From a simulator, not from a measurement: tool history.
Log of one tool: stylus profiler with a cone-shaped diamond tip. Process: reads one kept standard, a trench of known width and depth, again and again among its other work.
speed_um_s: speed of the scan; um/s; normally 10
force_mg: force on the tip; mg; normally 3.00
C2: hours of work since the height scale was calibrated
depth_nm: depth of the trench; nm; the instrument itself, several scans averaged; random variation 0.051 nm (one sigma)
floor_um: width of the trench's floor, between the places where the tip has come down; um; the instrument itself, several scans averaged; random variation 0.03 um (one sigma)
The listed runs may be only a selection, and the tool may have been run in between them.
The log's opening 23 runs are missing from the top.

Run 24, hour 698.2: usual settings but force_mg 1.55 mg; scans with this tip 9120; C2 716. Result: depth_nm 100.48 nm, floor_um 18.57 um.
Run 25, hour 726.8: usual settings but speed_um_s 3 um/s, force_mg 7.94 mg; scans with this tip 9341; C2 733. Result: depth_nm 101.19 nm, floor_um 18.56 um.
Run 26, hour 753.9: usual settings but speed_um_s 3 um/s, force_mg 7.94 mg; scans with this tip 9551; C2 750. Result: depth_nm 101.28 nm, floor_um 18.57 um.
Run 27, hour 779.7: usual settings but speed_um_s 3 um/s, force_mg 7.94 mg; scans with this tip 9751; C2 765. Result: depth_nm 101.23 nm, floor_um 18.59 um.
Run 28, hour 796.2: usual settings but force_mg 4.87 mg; scans with this tip 9879; C2 775. Result: depth_nm 100.90 nm, floor_um 18.60 um.
Run 29, hour 831.6: usual settings but speed_um_s 21 um/s, force_mg 1.88 mg; scans with this tip 10153; C2 797. Result: depth_nm 100.45 nm, floor_um 18.54 um.
Run 30, hour 872.1: usual settings but force_mg 3.73 mg; scans with this tip 10467; C2 822. Result: depth_nm 100.77 nm, floor_um 18.63 um.
Run 31, hour 892.8: usual settings but force_mg 2.75 mg; scans with this tip 10627; C2 834. Result: depth_nm 100.56 nm, floor_um 18.61 um.
Run 32, hour 909.8: usual settings but force_mg 2.75 mg; scans with this tip 10760; C2 845. Result: depth_nm 100.54 nm, floor_um 18.57 um.
Run 33, hour 938.0: usual settings but speed_um_s 4 um/s, force_mg 5.77 mg; scans with this tip 10978; C2 862. Result: depth_nm 101.11 nm, floor_um 18.61 um.
Run 34, hour 954.6: usual settings but speed_um_s 7 um/s, force_mg 5.77 mg; scans with this tip 11107; C2 872. Result: depth_nm 101.02 nm, floor_um 18.58 um.
Run 35, hour 994.3: usual settings but force_mg 3.53 mg; scans with this tip 11414; C2 896. Result: depth_nm 100.71 nm, floor_um 18.55 um.
Run 36, hour 1020.8: usual settings but speed_um_s 20 um/s, force_mg 5.41 mg; scans with this tip 11619; C2 912. Result: depth_nm 100.98 nm, floor_um 18.60 um.
Run 37, hour 1040.8: usual settings but speed_um_s 22 um/s, force_mg 5.32 mg; scans with this tip 11774; C2 924. Result: depth_nm 100.90 nm, floor_um 18.54 um.
Run 38, hour 1061.6: usual settings but speed_um_s 22 um/s, force_mg 5.32 mg; scans with this tip 11935; C2 937. Result: depth_nm 100.89 nm, floor_um 18.50 um.
Run 39, hour 1097.4: usual settings but speed_um_s 5 um/s, force_mg 4.89 mg; scans with this tip 12213; C2 959. Result: depth_nm 100.87 nm, floor_um 18.59 um.
Run 40, hour 1120.5: usual settings but force_mg 3.18 mg; scans with this tip 12392; C2 973. Result: depth_nm 100.68 nm, floor_um 18.59 um.
Run 41, hour 1157.8: usual settings but speed_um_s 6 um/s, force_mg 4.49 mg; scans with this tip 12681; C2 995. Result: depth_nm 100.82 nm, floor_um 18.54 um.

4 ways to go on from here, each from the tool as it stands after run 41. What would each give?
Run A, hour 1186.3: usual settings but speed_um_s 35 um/s, force_mg 1.02 mg; scans with this tip 12901; C2 1013. Result: depth_nm ?, floor_um ?.
Run B, hour 1186.3: usual settings but speed_um_s 33 um/s, force_mg 5.72 mg; scans with this tip 12901; C2 1013. Result: depth_nm ?, floor_um ?.
Run C, hour 1186.3: usual settings but speed_um_s 37 um/s, force_mg 3.49 mg; scans with this tip 12901; C2 1013. Result: depth_nm ?, floor_um ?.
Run D, hour 1186.3: usual settings but speed_um_s 15 um/s, force_mg 2.27 mg; scans with this tip 12901; C2 1013. Result: depth_nm ?, floor_um ?.

run  depth_nm  floor_um
  A    100.32     18.51
  B    101.09     18.57
  C    100.76     18.54
  D    100.48     18.54
Stripped of hidden state, with their random variation kept, the same runs would have yielded:
run  depth_nm  floor_um
  A    100.31     18.53
  B    101.08     18.58
  C    100.75     18.55
  D    100.48     18.56

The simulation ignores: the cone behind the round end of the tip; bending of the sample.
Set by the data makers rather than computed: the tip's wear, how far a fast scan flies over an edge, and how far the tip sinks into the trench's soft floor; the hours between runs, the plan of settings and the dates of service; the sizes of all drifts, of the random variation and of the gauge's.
